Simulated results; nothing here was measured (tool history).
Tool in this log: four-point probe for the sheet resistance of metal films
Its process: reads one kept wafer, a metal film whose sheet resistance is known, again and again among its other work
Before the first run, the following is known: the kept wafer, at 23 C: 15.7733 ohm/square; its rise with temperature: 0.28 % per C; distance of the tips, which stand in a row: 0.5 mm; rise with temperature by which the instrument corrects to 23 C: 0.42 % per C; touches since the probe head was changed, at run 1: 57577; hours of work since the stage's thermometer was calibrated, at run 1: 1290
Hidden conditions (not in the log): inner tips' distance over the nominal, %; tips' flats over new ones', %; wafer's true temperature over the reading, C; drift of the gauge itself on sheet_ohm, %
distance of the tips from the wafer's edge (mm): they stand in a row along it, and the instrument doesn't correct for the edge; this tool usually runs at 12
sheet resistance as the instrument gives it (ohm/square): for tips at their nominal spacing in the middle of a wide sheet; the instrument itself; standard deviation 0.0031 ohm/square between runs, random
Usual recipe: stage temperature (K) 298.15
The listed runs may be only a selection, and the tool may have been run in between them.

run	day	stage temperature (K)	distance of the tips from the wafer's edge (mm)	touches since the probe head was changed	hours of work since the stage's thermometer was calibrated	sheet resistance as the instrument gives it (ohm/square)
1	0	298.15	12	57577	1290	15.540825
2	1.038	304.15	12	58616	1309	15.407797
3	2.317	304.15	12	59895	1332	15.40932
4	3.829	304.15	12	61411	1360	15.403527
5	5.404	304.15	12	62990	1390	15.392679
6	7.162	304.15	12	64749	1422	15.396824
7	8.354	304.15	12	65941	1444	15.389065
8	9.471	294.15	12	67060	1465	15.594763
9	10.592	294.15	12	68184	1485	15.582242
10	12.092	298.15	12	69685	1513	15.501726
11	12.938	298.15	12	70533	1529	15.498018
# day 13.154: new probe head fitted
12	13.9	298.15	12	744	1546	15.666137
13	15.588	298.15	12	2437	1577	15.662815
14	17.217	298.15	4	4065	1607	15.768554
15	18.133	298.15	4	4985	1624	15.76797
16	19.704	299.15	28	6556	1653	15.617362
17	20.821	291.15	26	7674	1674	15.78487
18	22.429	291.15	26	9287	1703	15.778934
# day 22.538: stage's thermometer calibrated
19	24.383	293.15	15	11221	34	15.719306
20	25.179	296.15	8	12021	49	15.68434
# day 25.5: stage's thermometer calibrated, once more
21	26.621	295.15	13	13444	21	15.701615
22	28.2	294.15	5	15022	50	15.790867
23	29.596	294.15	5	16420	76	15.786833
24	30.454	299.15	5	17278	92	15.67863
25	31.729	292.15	72	18556	115	15.739124
26	33.379	292.15	72	20208	146	15.733372
27	34.95	292.15	72	21780	175	15.735245
28	36.338	301.15	47	23170	200	15.534789
29	38.271	299.15	29	25108	236	15.566664
30	39.3	299.15	29	26138	255	15.574149

Hidden state or all else? Some run-to-run changes of sheet resistance as the instrument gives it (ohm/square), split into what the settings, what came in and random variation would give without the hidden state, and what is left for the hidden state (with any gauge scatter that isn't in both results):
Run 7 -> 8: stage temperature (K) 304.15 -> 294.15. sheet resistance as the instrument gives it (ohm/square) +0.205698: hidden state -0.006775, all else +0.212473.
Run 11 -> 12: new probe head fitted. sheet resistance as the instrument gives it (ohm/square) +0.168119: hidden state +0.16847, all else -0.000351.
Run 18 -> 19: stage temperature (K) 291.15 -> 293.15, distance of the tips from the wafer's edge (mm) 26 -> 15, stage's thermometer calibrated. sheet resistance as the instrument gives it (ohm/square) -0.059628: hidden state -0.014915, all else -0.044713.
Run 20 -> 21: stage temperature (K) 296.15 -> 295.15, distance of the tips from the wafer's edge (mm) 8 -> 13, stage's thermometer calibrated, once more. sheet resistance as the instrument gives it (ohm/square) +0.017275: hidden state +0.019123, all else -0.001848.
Run 27 -> 28: stage temperature (K) 292.15 -> 301.15, distance of the tips from the wafer's edge (mm) 72 -> 47. sheet resistance as the instrument gives it (ohm/square) -0.200456: hidden state -0.002926, all else -0.19753.
